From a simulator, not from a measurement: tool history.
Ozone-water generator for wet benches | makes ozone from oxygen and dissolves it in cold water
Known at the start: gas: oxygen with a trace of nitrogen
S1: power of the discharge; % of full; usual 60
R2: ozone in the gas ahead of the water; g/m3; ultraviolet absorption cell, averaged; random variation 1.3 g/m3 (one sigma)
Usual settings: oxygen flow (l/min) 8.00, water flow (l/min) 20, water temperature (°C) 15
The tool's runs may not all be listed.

{"run": 1, "hour": 0.0, "S1": 60, "oxygen flow (l/min)": 8.0, "water flow (l/min)": 20, "water temperature (°C)": 15, "dissolved ozone (ppm)": 27.4, "R2": 240.9}
{"run": 2, "hour": 181.5, "S1": 60, "oxygen flow (l/min)": 8.0, "water flow (l/min)": 20, "water temperature (°C)": 15, "dissolved ozone (ppm)": 28.0, "R2": 245.8}
{"run": 3, "hour": 371.2, "S1": 60, "oxygen flow (l/min)": 8.0, "water flow (l/min)": 20, "water temperature (°C)": 15, "dissolved ozone (ppm)": 27.7, "R2": 245.9}
{"hour": 478.9, "done": "contactor cleaned"}
{"run": 4, "hour": 557.2, "S1": 60, "oxygen flow (l/min)": 8.0, "water flow (l/min)": 20, "water temperature (°C)": 15, "dissolved ozone (ppm)": 27.6, "R2": 243.5}
{"run": 5, "hour": 724.5, "S1": 60, "oxygen flow (l/min)": 8.0, "water flow (l/min)": 20, "water temperature (°C)": 15, "dissolved ozone (ppm)": 27.9, "R2": 244.6}
{"run": 6, "hour": 840.4, "S1": 60, "oxygen flow (l/min)": 8.0, "water flow (l/min)": 20, "water temperature (°C)": 15, "dissolved ozone (ppm)": 27.7, "R2": 242.7}
{"run": 7, "hour": 1020.7, "S1": 60, "oxygen flow (l/min)": 8.0, "water flow (l/min)": 20, "water temperature (°C)": 10, "dissolved ozone (ppm)": 30.4, "R2": 242.9}
{"run": 8, "hour": 1213.8, "S1": 60, "oxygen flow (l/min)": 8.0, "water flow (l/min)": 20, "water temperature (°C)": 10, "dissolved ozone (ppm)": 30.1, "R2": 246.1}
{"run": 9, "hour": 1440.0, "S1": 60, "oxygen flow (l/min)": 8.0, "water flow (l/min)": 20, "water temperature (°C)": 15, "dissolved ozone (ppm)": 28.1, "R2": 240.2}
{"run": 10, "hour": 1572.7, "S1": 60, "oxygen flow (l/min)": 8.0, "water flow (l/min)": 20, "water temperature (°C)": 15, "dissolved ozone (ppm)": 28.1, "R2": 241.2}
{"run": 11, "hour": 1776.8, "S1": 60, "oxygen flow (l/min)": 8.0, "water flow (l/min)": 20, "water temperature (°C)": 15, "dissolved ozone (ppm)": 27.7, "R2": 243.3}
{"hour": 1931.9, "done": "water thermometer calibrated"}
{"run": 12, "hour": 1997.2, "S1": 71, "oxygen flow (l/min)": 8.0, "water flow (l/min)": 20, "water temperature (°C)": 15, "dissolved ozone (ppm)": 32.0, "R2": 276.7}
{"run": 13, "hour": 2145.0, "S1": 71, "oxygen flow (l/min)": 8.0, "water flow (l/min)": 20, "water temperature (°C)": 15, "dissolved ozone (ppm)": 31.6, "R2": 278.3}
{"run": 14, "hour": 2368.1, "S1": 71, "oxygen flow (l/min)": 8.0, "water flow (l/min)": 20, "water temperature (°C)": 15, "dissolved ozone (ppm)": 31.7, "R2": 280.1}
{"run": 15, "hour": 2581.0, "S1": 71, "oxygen flow (l/min)": 8.0, "water flow (l/min)": 20, "water temperature (°C)": 15, "dissolved ozone (ppm)": 31.7, "R2": 276.5}
{"run": 16, "hour": 2679.0, "S1": 71, "oxygen flow (l/min)": 8.0, "water flow (l/min)": 20, "water temperature (°C)": 15, "dissolved ozone (ppm)": 31.6, "R2": 277.5}
{"run": 17, "hour": 2897.7, "S1": 71, "oxygen flow (l/min)": 8.0, "water flow (l/min)": 20, "water temperature (°C)": 15, "dissolved ozone (ppm)": 31.5, "R2": 278.3}
{"run": 18, "hour": 3011.8, "S1": 71, "oxygen flow (l/min)": 8.0, "water flow (l/min)": 14, "water temperature (°C)": 15, "dissolved ozone (ppm)": 40.9, "R2": 280.7}
{"run": 19, "hour": 3206.1, "S1": 71, "oxygen flow (l/min)": 8.0, "water flow (l/min)": 14, "water temperature (°C)": 15, "dissolved ozone (ppm)": 41.4, "R2": 279.5}
{"run": 20, "hour": 3430.8, "S1": 79, "oxygen flow (l/min)": 8.0, "water flow (l/min)": 14, "water temperature (°C)": 8, "dissolved ozone (ppm)": 50.8, "R2": 301.4}
{"run": 21, "hour": 3598.9, "S1": 80, "oxygen flow (l/min)": 10.8, "water flow (l/min)": 24, "water temperature (°C)": 8, "dissolved ozone (ppm)": 34.4, "R2": 269.5}
{"run": 22, "hour": 3778.2, "S1": 60, "oxygen flow (l/min)": 10.25, "water flow (l/min)": 26, "water temperature (°C)": 16, "dissolved ozone (ppm)": 22.1, "R2": 219.0}
{"run": 23, "hour": 3959.1, "S1": 71, "oxygen flow (l/min)": 8.54, "water flow (l/min)": 20, "water temperature (°C)": 15, "dissolved ozone (ppm)": 31.8, "R2": 271.5}
{"run": 24, "hour": 4129.9, "S1": 99, "oxygen flow (l/min)": 8.0, "water flow (l/min)": 17, "water temperature (°C)": 16, "dissolved ozone (ppm)": 45.9, "R2": 363.7}
{"run": 25, "hour": 4231.7, "S1": 80, "oxygen flow (l/min)": 11.14, "water flow (l/min)": 17, "water temperature (°C)": 16, "dissolved ozone (ppm)": 38.3, "R2": 264.4}
{"run": 26, "hour": 4448.3, "S1": 83, "oxygen flow (l/min)": 13.75, "water flow (l/min)": 12, "water temperature (°C)": 16, "dissolved ozone (ppm)": 45.6, "R2": 247.5}
{"run": 27, "hour": 4649.8, "S1": 60, "oxygen flow (l/min)": 8.0, "water flow (l/min)": 13, "water temperature (°C)": 16, "dissolved ozone (ppm)": 37.1, "R2": 243.7}
{"run": 28, "hour": 4831.5, "S1": 60, "oxygen flow (l/min)": 6.23, "water flow (l/min)": 18, "water temperature (°C)": 15, "dissolved ozone (ppm)": 29.8, "R2": 272.4}
{"run": 29, "hour": 5023.6, "S1": 91, "oxygen flow (l/min)": 4.03, "water flow (l/min)": 21, "water temperature (°C)": 12, "dissolved ozone (ppm)": 35.4, "R2": 461.2}
{"run": 30, "hour": 5154.9, "S1": 91, "oxygen flow (l/min)": 4.03, "water flow (l/min)": 21, "water temperature (°C)": 12, "dissolved ozone (ppm)": 35.8, "R2": 462.9}
{"run": 31, "hour": 5278.2, "S1": 99, "oxygen flow (l/min)": 12.18, "water flow (l/min)": 18, "water temperature (°C)": 15, "dissolved ozone (ppm)": 43.6, "R2": 303.8}

Run 32 comes next. What will it give?
{"run": 32, "hour": 5405.3, "S1": 80, "oxygen flow (l/min)": 4.01, "water flow (l/min)": 32, "water temperature (°C)": 16, "dissolved ozone (ppm)": "?", "R2": "?"}

dissolved ozone (ppm): 19.8
R2: 414.8 g/m3
Without the tool's hidden state the same run would have given dissolved ozone (ppm) 19.9, R2 415.2 g/m3.

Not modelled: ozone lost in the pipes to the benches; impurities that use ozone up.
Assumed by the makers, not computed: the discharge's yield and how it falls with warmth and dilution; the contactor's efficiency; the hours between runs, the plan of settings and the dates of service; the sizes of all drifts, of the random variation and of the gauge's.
